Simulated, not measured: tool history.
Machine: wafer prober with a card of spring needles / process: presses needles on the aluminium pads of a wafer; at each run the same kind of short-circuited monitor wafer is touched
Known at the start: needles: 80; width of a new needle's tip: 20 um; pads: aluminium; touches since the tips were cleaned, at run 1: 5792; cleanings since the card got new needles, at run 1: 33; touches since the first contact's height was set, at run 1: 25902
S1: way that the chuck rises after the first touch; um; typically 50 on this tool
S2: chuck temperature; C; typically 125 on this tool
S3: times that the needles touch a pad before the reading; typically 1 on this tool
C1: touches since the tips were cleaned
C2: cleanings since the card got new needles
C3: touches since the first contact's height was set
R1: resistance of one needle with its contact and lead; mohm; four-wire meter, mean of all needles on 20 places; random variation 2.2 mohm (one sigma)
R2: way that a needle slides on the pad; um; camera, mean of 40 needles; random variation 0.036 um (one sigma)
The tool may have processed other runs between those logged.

Run 1, hour 0.0: usual settings; C1 5792; C2 33; C3 25902. Result: R1 249 mohm, R2 10.97 um.
At hour 12.5: tips cleaned on abrasive film.
At hour 41.4: tips cleaned on abrasive film.
At hour 72.3: tips cleaned on abrasive film.
Run 2, hour 72.9: usual settings; C1 194; C2 36; C3 49214. Result: R1 251 mohm, R2 10.99 um.
At hour 101.0: tips cleaned on abrasive film.
At hour 132.5: tips cleaned on abrasive film.
Run 3, hour 142.2: usual settings; C1 3117; C2 38; C3 71444. Result: R1 252 mohm, R2 10.94 um.
At hour 163.4: tips cleaned on abrasive film.
At hour 194.1: tips cleaned on abrasive film.
Run 4, hour 204.8: usual settings; C1 3422; C2 40; C3 91478. Result: R1 251 mohm, R2 10.93 um.
At hour 226.3: tips cleaned on abrasive film.
Run 5, hour 235.3: usual settings; C1 2872; C2 41; C3 101242. Result: R1 250 mohm, R2 10.88 um.
At hour 256.5: tips cleaned on abrasive film.
At hour 284.8: tips cleaned on abrasive film.
Run 6, hour 284.8: usual settings; C1 0; C2 43; C3 117073. Result: R1 249 mohm, R2 10.84 um.
At hour 316.6: tips cleaned on abrasive film.
Run 7, hour 342.7: usual settings; C1 8360; C2 44; C3 135644. Result: R1 249 mohm, R2 10.87 um.
At hour 348.7: tips cleaned on abrasive film.
At hour 378.8: tips cleaned on abrasive film.
At hour 400.5: height of the first contact set anew.
Run 8, hour 405.1: usual settings; C1 8333; C2 46; C3 1451. Result: R1 250 mohm, R2 10.80 um.
At hour 409.5: tips cleaned on abrasive film.
At hour 440.5: tips cleaned on abrasive film.
Run 9, hour 468.0: usual settings; C1 8843; C2 48; C3 21620. Result: R1 249 mohm, R2 10.87 um.
At hour 474.9: tips cleaned on abrasive film.
At hour 505.6: tips cleaned on abrasive film.
Run 10, hour 531.4: usual settings but S2 113 C; C1 8298; C2 50; C3 41931. Result: R1 247 mohm, R2 10.83 um.
At hour 535.9: tips cleaned on abrasive film.
At hour 567.2: tips cleaned on abrasive film.
Run 11, hour 567.2: usual settings but S2 118 C; C1 0; C2 52; C3 53360. Result: R1 246 mohm, R2 10.79 um.
At hour 598.1: tips cleaned on abrasive film.
Run 12, hour 618.9: usual settings; C1 6663; C2 53; C3 69924. Result: R1 253 mohm, R2 10.85 um.
At hour 628.9: tips cleaned on abrasive film.
At hour 659.7: tips cleaned on abrasive film.
Run 13, hour 683.0: usual settings; C1 7514; C2 55; C3 90475. Result: R1 254 mohm, R2 10.92 um.
At hour 688.7: tips cleaned on abrasive film.
At hour 717.2: tips cleaned on abrasive film.
Run 14, hour 717.3: usual settings; C1 30; C2 57; C3 101410. Result: R1 250 mohm, R2 10.83 um.
At hour 746.3: tips cleaned on abrasive film.
At hour 776.3: tips cleaned on abrasive film.
Run 15, hour 779.8: usual settings; C1 1137; C2 59; C3 121440. Result: R1 250 mohm, R2 10.78 um.
At hour 808.0: tips cleaned on abrasive film.
Run 16, hour 830.3: usual settings but S3 3; C1 7181; C2 60; C3 137631. Result: R1 249 mohm, R2 10.72 um.
At hour 837.9: tips cleaned on abrasive film.
At hour 866.2: tips cleaned on abrasive film.
At hour 885.0: height of the first contact set anew.
Run 17, hour 891.0: usual settings but S1 48 um, S2 119 C, S3 3; C1 7852; C2 62; C3 1919. Result: R1 249 mohm, R2 10.31 um.
At hour 895.0: tips cleaned on abrasive film.
At hour 923.5: tips cleaned on abrasive film.
At hour 952.4: tips cleaned on abrasive film.
Run 18, hour 952.4: usual settings but S1 48 um, S2 57 C, S3 3; C1 0; C2 65; C3 21543. Result: R1 231 mohm, R2 10.34 um.
At hour 980.4: tips cleaned on abrasive film.
Run 19, hour 996.3: usual settings but S1 63 um, S2 57 C, S3 3; C1 5105; C2 66; C3 35629. Result: R1 230 mohm, R2 13.54 um.
At hour 1010.2: tips cleaned on abrasive film.
At hour 1041.1: tips cleaned on abrasive film.
Run 20, hour 1048.0: usual settings but S1 59 um, S2 57 C, S3 3; C1 2233; C2 68; C3 52175. Result: R1 234 mohm, R2 12.69 um.
At hour 1071.3: tips cleaned on abrasive film.
At hour 1100.9: tips cleaned on abrasive film.
Run 21, hour 1100.9: usual settings but S1 43 um, S2 27 C, S3 2; C1 0; C2 70; C3 69105. Result: R1 225 mohm, R2 9.20 um.
At hour 1134.3: tips cleaned on abrasive film.
At hour 1164.2: tips cleaned on abrasive film.
Run 22, hour 1173.1: usual settings but S1 43 um, S2 27 C, S3 2; C1 2851; C2 72; C3 92243. Result: R1 230 mohm, R2 9.23 um.
At hour 1194.8: tips cleaned on abrasive film.
At hour 1226.7: tips cleaned on abrasive film.
Run 23, hour 1244.5: usual settings but S1 43 um, S2 27 C, S3 2; C1 5731; C2 74; C3 115124. Result: R1 227 mohm, R2 9.26 um.
At hour 1255.0: tips cleaned on abrasive film.
At hour 1288.6: tips cleaned on abrasive film.
Run 24, hour 1291.4: usual settings but S1 31 um, S2 100 C, S3 3; C1 889; C2 76; C3 130105. Result: R1 265 mohm, R2 6.60 um.
At hour 1318.2: tips cleaned on abrasive film.
Run 25, hour 1328.3: usual settings but S1 31 um, S2 100 C, S3 3; C1 3264; C2 77; C3 141951. Result: R1 260 mohm, R2 6.62 um.
At hour 1350.5: tips cleaned on abrasive film.
At hour 1366.5: height of the first contact set anew.
At hour 1380.1: tips cleaned on abrasive film.
Run 26, hour 1390.7: usual settings but S1 31 um, S2 100 C, S3 3; C1 3422; C2 79; C3 7757. Result: R1 262 mohm, R2 6.68 um.
At hour 1411.5: tips cleaned on abrasive film.
At hour 1442.7: tips cleaned on abrasive film.
Run 27, hour 1443.2: usual settings but S1 42 um, S2 52 C; C1 167; C2 81; C3 24552. Result: R1 238 mohm, R2 8.92 um.
At hour 1471.4: tips cleaned on abrasive film.
Run 28, hour 1485.3: usual settings but S1 42 um, S2 34 C; C1 4465; C2 82; C3 38050. Result: R1 231 mohm, R2 8.97 um.
At hour 1499.6: tips cleaned on abrasive film.
At hour 1529.8: tips cleaned on abrasive film.
Run 29, hour 1533.8: usual settings but S1 61 um, S2 32 C; C1 1282; C2 84; C3 53556. Result: R1 224 mohm, R2 12.99 um.
At hour 1563.0: tips cleaned on abrasive film.
Run 30, hour 1577.9: usual settings but S1 53 um, S2 39 C, S3 2; C1 4791; C2 85; C3 67702. Result: R1 226 mohm, R2 11.26 um.
At hour 1592.4: tips cleaned on abrasive film.
At hour 1622.4: tips cleaned on abrasive film.
At hour 1638.8: gauge calibrated.
Run 31, hour 1647.2: usual settings but S1 33 um, S2 26 C, S3 2; C1 7966; C2 87; C3 89901. Result: R1 236 mohm, R2 7.20 um.

Alternative continuations, all from the tool just after run 31; predict every row:
At hour 1652.7: tips cleaned on abrasive film.
At hour 1683.6: tips cleaned on abrasive film.
At hour 1712.4: tips cleaned on abrasive film.
Run A, hour 1717.6: usual settings but S2 123 C, S3 2; C1 1673; C2 90; C3 112429. Result: R1 ?, R2 ?.
At hour 1652.7: tips cleaned on abrasive film.
At hour 1683.6: tips cleaned on abrasive film.
At hour 1712.4: tips cleaned on abrasive film.
Run B, hour 1717.6: usual settings but S1 56 um, S2 27 C, S3 2; C1 1673; C2 90; C3 112429. Result: R1 ?, R2 ?.
At hour 1652.7: tips cleaned on abrasive film.
At hour 1683.6: tips cleaned on abrasive film.
At hour 1712.4: tips cleaned on abrasive film.
Run C, hour 1717.6: usual settings but S1 66 um, S2 43 C, S3 2; C1 1673; C2 90; C3 112429. Result: R1 ?, R2 ?.

run   R1     R2
  A  250  10.88
  B  222  12.18
  C  222  14.46
What these runs would have given with no unlogged condition in the tool:
run   R1     R2
  A  250  10.90
  B  222  12.19
  C  222  14.48
